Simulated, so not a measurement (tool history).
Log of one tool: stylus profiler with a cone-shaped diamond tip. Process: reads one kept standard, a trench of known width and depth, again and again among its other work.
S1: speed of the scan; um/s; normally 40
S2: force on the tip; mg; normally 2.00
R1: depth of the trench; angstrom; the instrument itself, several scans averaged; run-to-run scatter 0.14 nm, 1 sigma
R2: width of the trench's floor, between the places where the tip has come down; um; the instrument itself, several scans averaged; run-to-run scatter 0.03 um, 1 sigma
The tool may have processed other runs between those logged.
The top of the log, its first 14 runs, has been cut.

{"run": 15, "hour": 1166.1, "S1": 45, "S2": 2.0, "R1": 5060.3, "R2": 96.18}
{"run": 16, "hour": 1262.4, "S1": 45, "S2": 2.0, "R1": 5057.1, "R2": 96.11}
{"run": 17, "hour": 1357.6, "S1": 45, "S2": 2.0, "R1": 5054.4, "R2": 96.01}
{"run": 18, "hour": 1458.4, "S1": 45, "S2": 5.16, "R1": 5115.9, "R2": 96.12}
{"run": 19, "hour": 1555.9, "S1": 45, "S2": 5.16, "R1": 5114.4, "R2": 96.09}
{"run": 20, "hour": 1672.0, "S1": 42, "S2": 2.54, "R1": 5064.6, "R2": 96.0}
{"hour": 1681.5, "done": "height scale calibrated on a step standard"}
{"run": 21, "hour": 1763.8, "S1": 101, "S2": 3.99, "R1": 5090.3, "R2": 95.63}
{"run": 22, "hour": 1859.0, "S1": 101, "S2": 3.99, "R1": 5089.5, "R2": 95.62}
{"hour": 1948.4, "done": "height scale calibrated on a step standard, once more"}
{"run": 23, "hour": 1973.7, "S1": 31, "S2": 1.6, "R1": 5060.0, "R2": 95.88}
{"run": 24, "hour": 2062.5, "S1": 31, "S2": 1.6, "R1": 5059.6, "R2": 95.83}
{"run": 25, "hour": 2178.2, "S1": 31, "S2": 1.6, "R1": 5059.4, "R2": 95.72}
{"run": 26, "hour": 2294.3, "S1": 74, "S2": 1.33, "R1": 5052.6, "R2": 95.33}
{"run": 27, "hour": 2348.4, "S1": 74, "S2": 4.81, "R1": 5123.5, "R2": 95.58}
{"run": 28, "hour": 2448.3, "S1": 39, "S2": 2.0, "R1": 5065.4, "R2": 95.64}
{"run": 29, "hour": 2559.1, "S1": 39, "S2": 2.0, "R1": 5069.1, "R2": 95.56}
{"run": 30, "hour": 2647.5, "S1": 11, "S2": 4.74, "R1": 5121.5, "R2": 95.82}
{"run": 31, "hour": 2723.1, "S1": 15, "S2": 2.02, "R1": 5064.7, "R2": 95.61}
{"run": 32, "hour": 2822.2, "S1": 50, "S2": 2.42, "R1": 5072.3, "R2": 95.37}

4 ways to go on from here, each from the tool as it stands after run 32. What would each give?
{"run": "A", "hour": 2934.6, "S1": 17, "S2": 2.0, "R1": "?", "R2": "?"}
{"run": "B", "hour": 2934.6, "S1": 85, "S2": 3.22, "R1": "?", "R2": "?"}
{"run": "C", "hour": 2934.6, "S1": 107, "S2": 1.67, "R1": "?", "R2": "?"}
{"run": "D", "hour": 2934.6, "S1": 25, "S2": 5.18, "R1": "?", "R2": "?"}

run=A R1=5061.6 R2=95.50
run=B R1=5089.9 R2=95.18
run=C R1=5058.7 R2=94.85
run=D R1=5127.7 R2=95.57
Had the tool no hidden state, the same runs would have come out as:
run=A R1=5069.8 R2=97.21
run=B R1=5098.2 R2=96.88
run=C R1=5066.9 R2=96.56
run=D R1=5136.0 R2=97.27
